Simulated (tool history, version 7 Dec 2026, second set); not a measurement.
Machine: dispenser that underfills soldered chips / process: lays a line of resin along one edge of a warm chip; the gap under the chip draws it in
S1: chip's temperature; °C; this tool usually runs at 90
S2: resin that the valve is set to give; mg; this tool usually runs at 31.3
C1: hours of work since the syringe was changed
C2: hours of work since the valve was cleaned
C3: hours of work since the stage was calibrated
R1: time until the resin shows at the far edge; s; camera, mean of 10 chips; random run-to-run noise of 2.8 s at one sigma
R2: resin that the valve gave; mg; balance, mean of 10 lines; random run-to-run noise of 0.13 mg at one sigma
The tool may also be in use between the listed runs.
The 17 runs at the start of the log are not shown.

{"hour": 62.5, "done": "new syringe of resin"}
{"run": 18, "hour": 66.7, "S1": 90, "S2": 31.3, "C1": 3, "C2": 86, "C3": 184, "R1": 337.5, "R2": 29.79}
{"run": 19, "hour": 68.8, "S1": 90, "S2": 31.3, "C1": 5, "C2": 88, "C3": 186, "R1": 385.6, "R2": 29.88}
{"hour": 70.6, "done": "new syringe of resin"}
{"run": 20, "hour": 72.8, "S1": 79, "S2": 31.5, "C1": 2, "C2": 90, "C3": 189, "R1": 433.5, "R2": 30.02}
{"run": 21, "hour": 77.0, "S1": 79, "S2": 31.5, "C1": 5, "C2": 94, "C3": 192, "R1": 571.1, "R2": 30.28}
{"hour": 78.7, "done": "new syringe of resin"}
{"run": 22, "hour": 80.2, "S1": 89, "S2": 37.1, "C1": 1, "C2": 96, "C3": 194, "R1": 292.1, "R2": 35.35}
{"run": 23, "hour": 84.6, "S1": 92, "S2": 27.6, "C1": 5, "C2": 99, "C3": 198, "R1": 360.6, "R2": 26.31}
{"hour": 86.8, "done": "new syringe of resin"}
{"run": 24, "hour": 87.5, "S1": 77, "S2": 32.6, "C1": 1, "C2": 101, "C3": 200, "R1": 404.5, "R2": 31.02}
{"run": 25, "hour": 91.3, "S1": 100, "S2": 31.9, "C1": 4, "C2": 104, "C3": 203, "R1": 256.5, "R2": 30.13}
{"run": 26, "hour": 93.5, "S1": 103, "S2": 27.6, "C1": 5, "C2": 106, "C3": 205, "R1": 280.6, "R2": 26.19}
{"hour": 94.8, "done": "new syringe of resin"}
{"run": 27, "hour": 96.8, "S1": 101, "S2": 30.0, "C1": 2, "C2": 108, "C3": 207, "R1": 217.6, "R2": 28.43}
{"run": 28, "hour": 101.0, "S1": 87, "S2": 29.8, "C1": 5, "C2": 112, "C3": 210, "R1": 425.0, "R2": 28.19}
{"hour": 103.0, "done": "new syringe of resin"}
{"run": 29, "hour": 105.8, "S1": 87, "S2": 29.8, "C1": 2, "C2": 115, "C3": 214, "R1": 342.1, "R2": 28.09}
{"run": 30, "hour": 108.3, "S1": 87, "S2": 29.8, "C1": 4, "C2": 117, "C3": 216, "R1": 395.7, "R2": 28.16}
{"hour": 111.1, "done": "new syringe of resin"}
{"run": 31, "hour": 111.6, "S1": 87, "S2": 33.4, "C1": 0, "C2": 120, "C3": 218, "R1": 288.7, "R2": 31.39}
{"hour": 114.9, "done": "dispensing valve cleaned and set on the balance"}
{"run": 32, "hour": 117.2, "S1": 87, "S2": 33.4, "C1": 4, "C2": 2, "C3": 222, "R1": 386.0, "R2": 33.2}
{"run": 33, "hour": 119.4, "S1": 104, "S2": 31.3, "C1": 6, "C2": 4, "C3": 223, "R1": 268.4, "R2": 31.34}
{"hour": 120.1, "done": "new syringe of resin"}
{"run": 34, "hour": 122.5, "S1": 99, "S2": 33.6, "C1": 2, "C2": 6, "C3": 226, "R1": 231.4, "R2": 33.47}
{"run": 35, "hour": 127.2, "S1": 103, "S2": 27.3, "C1": 6, "C2": 9, "C3": 229, "R1": 285.8, "R2": 27.01}

4 options for the next run, each taken on its own from the tool as it stands now. Forecast them:
{"hour": 128.1, "done": "new syringe of resin"}
{"run": "A", "hour": 131.1, "S1": 79, "S2": 31.3, "C1": 2, "C2": 12, "C3": 232, "R1": "?", "R2": "?"}
{"hour": 128.1, "done": "new syringe of resin"}
{"run": "B", "hour": 131.1, "S1": 80, "S2": 29.2, "C1": 2, "C2": 12, "C3": 232, "R1": "?", "R2": "?"}
{"hour": 128.1, "done": "new syringe of resin"}
{"run": "C", "hour": 131.1, "S1": 103, "S2": 28.8, "C1": 2, "C2": 12, "C3": 232, "R1": "?", "R2": "?"}
{"hour": 128.1, "done": "new syringe of resin"}
{"run": "D", "hour": 131.1, "S1": 103, "S2": 27.4, "C1": 2, "C2": 12, "C3": 232, "R1": "?", "R2": "?"}

run=A R1=443.7 R2=31.14
run=B R1=438.5 R2=29.04
run=C R1=221.2 R2=28.56
run=D R1=219.3 R2=27.45
Take away the tool's hidden state, keep each run's random variation, and the runs would have read:
run=A R1=385.7 R2=31.28
run=B R1=381.1 R2=29.17
run=C R1=191.0 R2=28.69
run=D R1=189.2 R2=27.57
